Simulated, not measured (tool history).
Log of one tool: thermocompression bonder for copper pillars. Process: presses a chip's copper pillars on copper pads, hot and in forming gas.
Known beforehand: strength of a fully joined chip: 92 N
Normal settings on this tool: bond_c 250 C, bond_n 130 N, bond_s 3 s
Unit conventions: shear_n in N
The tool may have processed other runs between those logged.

run,hour,bond_c,bond_n,bond_s,shear_n
1,0.0,250,130,3,53.8
2,28.4,250,130,3,52.7
3,55.8,250,130,2,46.9
4,79.6,250,130,3,53.9
5,105.2,250,130,3,52.5
6,126.2,243,130,3,46.9
7,139.5,243,130,3,46.3
8,161.5,243,130,3,47.5
9,186.2,250,161,3,58.3
10,201.9,249,130,3,52.2
11,214.8,250,130,8,69.2
12,243.9,250,130,3,54.0
13,258.9,250,130,3,53.3
# hour 262.7: heater calibrated with a thermocouple chip
14,287.8,250,178,3,60.2
15,317.3,250,130,3,54.1
16,335.5,250,130,3,54.5
17,352.2,250,130,3,54.0
18,369.7,250,130,3,54.5
# hour 383.2: heater calibrated with a thermocouple chip, once more
19,392.0,250,130,7,63.9
20,415.8,250,130,7,63.3
21,433.6,232,100,7,44.0
22,461.6,232,158,7,53.5
23,487.9,232,158,7,53.6
# hour 492.5: forming gas filter changed
24,511.5,232,158,7,56.7
25,538.1,254,164,7,74.2
26,563.1,254,164,7,74.5
27,580.8,254,164,7,74.3
28,605.7,254,164,7,73.7
29,626.0,254,102,4,55.2
30,641.1,254,109,4,56.4
31,660.5,254,109,4,56.2
32,678.3,261,130,2,53.8
33,695.4,255,130,3,55.9
34,722.5,257,88,3,48.9
35,747.0,257,88,3,48.5
36,774.0,257,88,3,48.4
37,800.4,276,88,8,76.6

What does the tool deliver on the next run?
38,828.2,276,88,8,?

{"run 38": {"shear_n": 76.4}}
Without the tool's hidden state the same run would have given shear_n 77.8 N.
